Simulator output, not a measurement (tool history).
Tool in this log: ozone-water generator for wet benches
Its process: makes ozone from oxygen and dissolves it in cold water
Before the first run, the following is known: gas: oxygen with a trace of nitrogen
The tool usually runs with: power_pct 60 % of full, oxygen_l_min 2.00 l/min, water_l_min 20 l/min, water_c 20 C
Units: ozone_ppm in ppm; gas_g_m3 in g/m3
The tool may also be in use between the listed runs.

run	hour	power_pct	oxygen_l_min	water_l_min	water_c	ozone_ppm	gas_g_m3
1	0.0	60	2.00	20	20	7.10	139.5
2	36.7	60	2.00	20	20	7.05	139.2
3	81.4	60	2.00	20	20	7.12	139.8
4	113.8	60	2.00	20	20	7.16	138.1
5	144.0	60	2.00	20	20	7.15	139.4
6	178.4	60	2.00	24	20	5.68	140.0
7	229.6	60	2.00	24	20	5.53	139.9
8	270.7	60	1.47	24	20	5.08	155.2
9	294.7	60	1.47	24	20	4.93	155.5
10	345.7	60	1.47	24	20	4.98	155.7
11	387.2	60	1.47	24	20	4.98	156.7
12	433.6	60	1.47	24	20	5.01	156.1
13	475.6	60	1.47	24	18	5.00	155.4
14	513.1	60	1.47	24	18	4.88	156.5
15	547.7	60	2.00	17	20	8.59	139.7
16	587.7	60	2.00	15	20	9.74	139.3
17	618.3	60	2.00	15	20	9.65	139.7
18	652.2	70	2.00	20	14	7.93	150.8
19	707.1	63	1.37	20	14	6.46	162.2
20	753.8	59	1.37	30	14	3.51	159.3
21	782.6	60	1.70	20	20	6.64	147.1
22	835.4	76	1.40	20	20	6.90	178.6
23	878.7	76	1.40	20	20	6.86	177.3
24	908.4	44	2.74	20	21	6.75	106.3
25	940.8	42	2.74	15	22	8.59	104.4
26	969.2	60	3.27	23	16	7.46	118.0
27	1023.7	71	2.48	20	20	8.32	141.2
28	1055.1	41	2.48	20	20	6.33	106.6
29	1109.7	60	3.17	18	20	9.34	118.7
30	1153.6	60	3.17	18	20	9.22	118.4
31	1202.5	60	3.17	18	20	9.35	117.3
32	1234.0	85	1.91	17	14	10.57	170.4

Run by run, hidden condition taken away, random variation retained:
What the log doesn't record here: yield of the discharge, % of new electrodes'; contactor's efficiency, % of a clean one's; true water temperature over the reading, C; drift of the gauge itself on ozone_ppm, %; drift of the gauge itself on gas_g_m3, %.
run	ozone_ppm	gas_g_m3
1	7.24	141.0
2	7.18	140.7
3	7.26	141.3
4	7.30	139.7
5	7.29	140.9
6	5.79	141.6
7	5.65	141.6
8	5.18	157.0
9	5.03	157.3
10	5.08	157.6
11	5.09	158.6
12	5.12	158.1
13	5.11	157.4
14	4.99	158.5
15	8.78	141.6
16	9.95	141.1
17	9.86	141.5
18	8.12	153.0
19	6.61	164.5
20	3.61	161.6
21	6.80	149.2
22	7.08	181.6
23	7.04	180.3
24	6.90	107.6
25	8.77	105.6
26	7.66	119.8
27	8.54	143.6
28	6.47	107.9
29	9.58	120.6
30	9.46	120.3
31	9.61	119.2
32	10.89	173.7
